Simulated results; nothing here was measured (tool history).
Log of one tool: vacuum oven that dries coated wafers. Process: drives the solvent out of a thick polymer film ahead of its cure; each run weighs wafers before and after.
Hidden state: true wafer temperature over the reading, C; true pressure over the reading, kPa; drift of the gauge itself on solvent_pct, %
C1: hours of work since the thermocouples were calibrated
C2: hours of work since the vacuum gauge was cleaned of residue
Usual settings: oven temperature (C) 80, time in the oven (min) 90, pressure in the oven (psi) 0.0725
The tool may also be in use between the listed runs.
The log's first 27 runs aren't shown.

run 28 hour=345.8 | oven_temperature_(C)=85 time_in_the_oven_(min)=112 pressure_in_the_oven_(psi)=0.0629 | C1=154 C2=482 | solvent_left_in_the_film_(%)=0.45
run 29 hour=363.4 | oven_temperature_(C)=74 time_in_the_oven_(min)=112 pressure_in_the_oven_(psi)=0.0599 | C1=166 C2=495 | solvent_left_in_the_film_(%)=1.74
run 30 hour=371.7 | oven_temperature_(C)=89 time_in_the_oven_(min)=97 pressure_in_the_oven_(psi)=0.1436 | C1=172 C2=501 | solvent_left_in_the_film_(%)=0.61
run 31 hour=387.3 | oven_temperature_(C)=89 time_in_the_oven_(min)=97 pressure_in_the_oven_(psi)=0.1436 | C1=184 C2=512 | solvent_left_in_the_film_(%)=0.6
run 32 hour=398 | oven_temperature_(C)=89 time_in_the_oven_(min)=97 pressure_in_the_oven_(psi)=0.1436 | C1=191 C2=520 | solvent_left_in_the_film_(%)=0.63
run 33 hour=415.5 | oven_temperature_(C)=75 time_in_the_oven_(min)=94 pressure_in_the_oven_(psi)=0.1436 | C1=204 C2=533 | solvent_left_in_the_film_(%)=2.52
run 34 hour=429.6 | oven_temperature_(C)=75 time_in_the_oven_(min)=97 pressure_in_the_oven_(psi)=0.0511 | C1=214 C2=543 | solvent_left_in_the_film_(%)=2.01
run 35 hour=438.4 | oven_temperature_(C)=75 time_in_the_oven_(min)=97 pressure_in_the_oven_(psi)=0.0511 | C1=221 C2=549 | solvent_left_in_the_film_(%)=2.06
run 36 hour=451.7 | oven_temperature_(C)=75 time_in_the_oven_(min)=97 pressure_in_the_oven_(psi)=0.0511 | C1=230 C2=559 | solvent_left_in_the_film_(%)=2.03
run 37 hour=467.2 | oven_temperature_(C)=70 time_in_the_oven_(min)=90 pressure_in_the_oven_(psi)=0.0725 | C1=241 C2=570 | solvent_left_in_the_film_(%)=3.59
run 38 hour=481.7 | oven_temperature_(C)=70 time_in_the_oven_(min)=90 pressure_in_the_oven_(psi)=0.0725 | C1=252 C2=581 | solvent_left_in_the_film_(%)=3.63
run 39 hour=498 | oven_temperature_(C)=67 time_in_the_oven_(min)=148 pressure_in_the_oven_(psi)=0.0586 | C1=264 C2=593 | solvent_left_in_the_film_(%)=2.16
run 40 hour=512.6 | oven_temperature_(C)=69 time_in_the_oven_(min)=90 pressure_in_the_oven_(psi)=0.1891 | C1=274 C2=603 | solvent_left_in_the_film_(%)=4.48
run 41 hour=521.6 | oven_temperature_(C)=76 time_in_the_oven_(min)=47 pressure_in_the_oven_(psi)=0.1098 | C1=281 C2=610 | solvent_left_in_the_film_(%)=5.4
run 42 hour=532.1 | oven_temperature_(C)=76 time_in_the_oven_(min)=47 pressure_in_the_oven_(psi)=0.1098 | C1=288 C2=617 | solvent_left_in_the_film_(%)=5.39
run 43 hour=543.6 | oven_temperature_(C)=82 time_in_the_oven_(min)=121 pressure_in_the_oven_(psi)=0.2134 | C1=297 C2=626 | solvent_left_in_the_film_(%)=1.09
run 44 hour=561 | oven_temperature_(C)=87 time_in_the_oven_(min)=135 pressure_in_the_oven_(psi)=0.2134 | C1=309 C2=638 | solvent_left_in_the_film_(%)=0.67
run 45 hour=570.2 | oven_temperature_(C)=87 time_in_the_oven_(min)=54 pressure_in_the_oven_(psi)=0.0621 | C1=316 C2=645 | solvent_left_in_the_film_(%)=1.96
run 46 hour=579.5 | oven_temperature_(C)=80 time_in_the_oven_(min)=90 pressure_in_the_oven_(psi)=0.1098 | C1=323 C2=652 | solvent_left_in_the_film_(%)=1.61
run 47 hour=596.4 | oven_temperature_(C)=85 time_in_the_oven_(min)=63 pressure_in_the_oven_(psi)=0.2189 | C1=335 C2=664 | solvent_left_in_the_film_(%)=2.22
run 48 hour=608.8 | oven_temperature_(C)=85 time_in_the_oven_(min)=63 pressure_in_the_oven_(psi)=0.2189 | C1=344 C2=673 | solvent_left_in_the_film_(%)=2.2

3 ways to go on from here, each from the tool as it stands after run 48. What would each give?
run A hour=617.3 | oven_temperature_(C)=78 time_in_the_oven_(min)=85 pressure_in_the_oven_(psi)=0.0725 | C1=350 C2=679 | solvent_left_in_the_film_(%)=?
run B hour=617.3 | oven_temperature_(C)=72 time_in_the_oven_(min)=90 pressure_in_the_oven_(psi)=0.1247 | C1=350 C2=679 | solvent_left_in_the_film_(%)=?
run C hour=617.3 | oven_temperature_(C)=91 time_in_the_oven_(min)=63 pressure_in_the_oven_(psi)=0.0627 | C1=350 C2=679 | solvent_left_in_the_film_(%)=?

run=A solvent_left_in_the_film_(%)=2.04
run=B solvent_left_in_the_film_(%)=3.37
run=C solvent_left_in_the_film_(%)=0.89
Without the tool's hidden state the same runs would have given:
run=A solvent_left_in_the_film_(%)=2.04
run=B solvent_left_in_the_film_(%)=3.37
run=C solvent_left_in_the_film_(%)=0.88
